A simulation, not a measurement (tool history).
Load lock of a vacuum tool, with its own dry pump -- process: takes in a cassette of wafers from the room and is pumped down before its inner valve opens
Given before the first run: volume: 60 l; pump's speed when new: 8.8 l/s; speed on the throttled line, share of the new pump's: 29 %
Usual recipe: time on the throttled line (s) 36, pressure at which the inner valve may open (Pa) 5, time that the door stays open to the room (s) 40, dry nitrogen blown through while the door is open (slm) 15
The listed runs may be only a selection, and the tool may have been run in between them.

run,hour,time on the throttled line (s),pressure at which the inner valve may open (Pa),time that the door stays open to the room (s),dry nitrogen blown through while the door is open (slm),"incoming humidity of the room's air, %",time from the closed door until the inner valve may open (s),rise of the pressure with all valves shut (Pa/min)
1,0,36,5,40,15,46.2,98.2,0.604
# hour 80.3: door's seal changed, seat wiped
2,356.9,36,5,40,7,43.5,98.2,0.046
3,634.1,36,5,40,11,45.6,99.1,0.047
4,947.3,36,5,40,11,41.6,99.1,0.048
5,1328.3,36,5,40,11,47.2,99.8,0.064
6,1700.8,36,5,40,15,47.6,98.6,0.074
7,1972.3,36,5,115,15,47.3,99.4,0.107
8,2383.9,36,5,115,15,43.4,98,0.116
9,2800.5,36,5,115,15,45.3,99.7,0.133
10,3102.3,36,5,40,15,47.6,100.2,0.12
11,3395.2,36,5,40,15,43.2,100.8,0.127
12,3586,36,5,40,15,44.7,101.3,0.133
13,3881.6,36,5,40,15,47.3,99.4,0.146
14,4228.1,36,5,40,15,44.2,100.8,0.161
15,4589.9,36,5,40,15,44.8,99.9,0.177
16,4871.4,36,5,69,15,43.3,99.8,0.195
17,5272.1,36,5,69,15,46.4,100.8,0.23
18,5644.7,36,5,69,15,45.7,100.2,0.243
19,5951.5,36,5,40,15,45,101.8,0.243
20,6364.6,36,5,40,15,43.9,101.9,0.277
21,6710,36,5,40,15,45.6,100.8,0.289
22,7035.1,36,5,40,15,45.3,101.2,0.322
23,7346.8,36,5,40,15,44.9,102.7,0.325
24,7684.3,36,5,88,6,46.3,101.7,0.391
25,7975.3,36,5,88,6,48.1,102.6,0.421
26,8219.8,36,5,88,6,46.5,101.5,0.43
27,8505.5,57,5,88,6,46.1,115.1,0.444
28,8709.5,53,4,88,6,47.3,114.5,0.464
29,9052.3,20,4,88,5,46.7,93.4,0.485
30,9379.6,36,5,40,10,46.4,102.1,0.48
31,9656.9,36,5,221,15,47.1,101.9,0.554
32,9954.9,36,6,79,15,44.3,100,0.537
# hour 10154.2: dry pump taken out, an overhauled one fitted
33,10154.2,29,5,72,20,44.8,89.2,0.555
34,10531.4,47,5,97,17,44.6,101.4,0.589
# hour 10814.1: door's seal changed, seat wiped
35,10814.1,68,5,46,15,43.9,117,0.031
36,11003.5,68,5,46,15,45.5,117.7,0.04
37,11241.4,33,4,52,14,45.5,93,0.04

Some steps in time from the closed door until the inner valve may open (s) between neighbouring runs. How much of each would the tool show without its hidden state too (settings, what came in, random variation), and how much is left for the hidden state, with any gauge scatter that isn't in both results?
Hidden conditions of the tool in this case: pump's speed, % of a new pump's; leak at the door's seal, Pa l/s; drift of the gauge itself on ready_s, %; drift of the gauge itself on rise_pa_min, %.
Run 28 -> 29: time on the throttled line (s) 53 -> 20, dry nitrogen blown through while the door is open (slm) 6 -> 5. time from the closed door until the inner valve may open (s) -21.1: hidden state +1.6, all else -22.7.
Run 29 -> 30: time on the throttled line (s) 20 -> 36, pressure at which the inner valve may open (Pa) 4 -> 5, time that the door stays open to the room (s) 88 -> 40, dry nitrogen blown through while the door is open (slm) 5 -> 10. time from the closed door until the inner valve may open (s) +8.7: hidden state -0.9, all else +9.6.
Run 32 -> 33: time on the throttled line (s) 36 -> 29, pressure at which the inner valve may open (Pa) 6 -> 5, time that the door stays open to the room (s) 79 -> 72, dry nitrogen blown through while the door is open (slm) 15 -> 20, dry pump taken out, an overhauled one fitted. time from the closed door until the inner valve may open (s) -10.8: hidden state -8.5, all else -2.3.
Run 34 -> 35: time on the throttled line (s) 47 -> 68, time that the door stays open to the room (s) 97 -> 46, dry nitrogen blown through while the door is open (slm) 17 -> 15, door's seal changed, seat wiped. time from the closed door until the inner valve may open (s) +15.6: hidden state -0.1, all else +15.7.
Run 36 -> 37: time on the throttled line (s) 68 -> 33, pressure at which the inner valve may open (Pa) 5 -> 4, time that the door stays open to the room (s) 46 -> 52, dry nitrogen blown through while the door is open (slm) 15 -> 14. time from the closed door until the inner valve may open (s) -24.7: hidden state +0.1, all else -24.8.
